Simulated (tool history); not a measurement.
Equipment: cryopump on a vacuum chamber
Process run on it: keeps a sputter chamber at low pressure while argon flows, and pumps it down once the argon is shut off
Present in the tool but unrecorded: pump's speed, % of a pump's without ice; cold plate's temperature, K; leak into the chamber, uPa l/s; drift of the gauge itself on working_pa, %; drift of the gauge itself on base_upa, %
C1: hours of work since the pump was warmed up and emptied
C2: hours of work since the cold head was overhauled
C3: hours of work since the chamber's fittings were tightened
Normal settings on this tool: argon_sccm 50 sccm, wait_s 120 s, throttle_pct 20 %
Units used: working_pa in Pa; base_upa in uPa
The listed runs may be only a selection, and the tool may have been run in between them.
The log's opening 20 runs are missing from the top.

{"run": 21, "day": 10.246, "argon_sccm": 95, "wait_s": 25, "throttle_pct": 19, "C1": 377, "C2": 377, "C3": 1215, "working_pa": 0.4572, "base_upa": 2.57}
{"run": 22, "day": 10.658, "argon_sccm": 22, "wait_s": 55, "throttle_pct": 24, "C1": 382, "C2": 382, "C3": 1220, "working_pa": 0.0858, "base_upa": 1.55}
{"run": 23, "day": 11.421, "argon_sccm": 50, "wait_s": 218, "throttle_pct": 32, "C1": 391, "C2": 391, "C3": 1229, "working_pa": 0.1451, "base_upa": 0.92}
{"run": 24, "day": 12.25, "argon_sccm": 69, "wait_s": 120, "throttle_pct": 20, "C1": 401, "C2": 401, "C3": 1239, "working_pa": 0.3172, "base_upa": 1.08}
{"run": 25, "day": 12.738, "argon_sccm": 69, "wait_s": 120, "throttle_pct": 20, "C1": 407, "C2": 407, "C3": 1245, "working_pa": 0.3168, "base_upa": 1.06}
{"run": 26, "day": 13.371, "argon_sccm": 82, "wait_s": 234, "throttle_pct": 55, "C1": 415, "C2": 415, "C3": 1253, "working_pa": 0.1421, "base_upa": 0.92}
{"run": 27, "day": 14.096, "argon_sccm": 23, "wait_s": 41, "throttle_pct": 48, "C1": 424, "C2": 424, "C3": 1262, "working_pa": 0.0459, "base_upa": 1.87}
{"run": 28, "day": 14.621, "argon_sccm": 23, "wait_s": 41, "throttle_pct": 48, "C1": 430, "C2": 430, "C3": 1268, "working_pa": 0.0453, "base_upa": 1.85}
{"run": 29, "day": 15.112, "argon_sccm": 23, "wait_s": 41, "throttle_pct": 48, "C1": 436, "C2": 436, "C3": 1274, "working_pa": 0.0453, "base_upa": 1.88}
{"run": 30, "day": 15.912, "argon_sccm": 23, "wait_s": 41, "throttle_pct": 48, "C1": 446, "C2": 446, "C3": 1284, "working_pa": 0.0451, "base_upa": 1.88}
{"run": 31, "day": 16.721, "argon_sccm": 35, "wait_s": 41, "throttle_pct": 57, "C1": 456, "C2": 456, "C3": 1294, "working_pa": 0.059, "base_upa": 1.9}
{"run": 32, "day": 17.171, "argon_sccm": 50, "wait_s": 120, "throttle_pct": 57, "C1": 461, "C2": 461, "C3": 1299, "working_pa": 0.0845, "base_upa": 1.16}
{"run": 33, "day": 17.533, "argon_sccm": 78, "wait_s": 48, "throttle_pct": 20, "C1": 466, "C2": 466, "C3": 1304, "working_pa": 0.3611, "base_upa": 1.73}
{"run": 34, "day": 18.358, "argon_sccm": 78, "wait_s": 48, "throttle_pct": 20, "C1": 476, "C2": 476, "C3": 1314, "working_pa": 0.3606, "base_upa": 1.78}

Here are 4 independent what-if runs from the current tool condition. What would each one return?
{"run": "A", "day": 19.079, "argon_sccm": 50, "wait_s": 131, "throttle_pct": 25, "C1": 485, "C2": 485, "C3": 1323, "working_pa": "?", "base_upa": "?"}
{"run": "B", "day": 19.079, "argon_sccm": 87, "wait_s": 126, "throttle_pct": 16, "C1": 485, "C2": 485, "C3": 1323, "working_pa": "?", "base_upa": "?"}
{"run": "C", "day": 19.079, "argon_sccm": 38, "wait_s": 37, "throttle_pct": 20, "C1": 485, "C2": 485, "C3": 1323, "working_pa": "?", "base_upa": "?"}
{"run": "D", "day": 19.079, "argon_sccm": 94, "wait_s": 64, "throttle_pct": 52, "C1": 485, "C2": 485, "C3": 1323, "working_pa": "?", "base_upa": "?"}

run=A working_pa=0.1847 base_upa=1.1
run=B working_pa=0.5029 base_upa=1.11
run=C working_pa=0.1752 base_upa=1.98
run=D working_pa=0.1737 base_upa=1.47
With no hidden state in the tool, these same runs would have given:
run=A working_pa=0.1796 base_upa=0.52
run=B working_pa=0.494 base_upa=0.52
run=C working_pa=0.1714 base_upa=1.4
run=D working_pa=0.1641 base_upa=0.87

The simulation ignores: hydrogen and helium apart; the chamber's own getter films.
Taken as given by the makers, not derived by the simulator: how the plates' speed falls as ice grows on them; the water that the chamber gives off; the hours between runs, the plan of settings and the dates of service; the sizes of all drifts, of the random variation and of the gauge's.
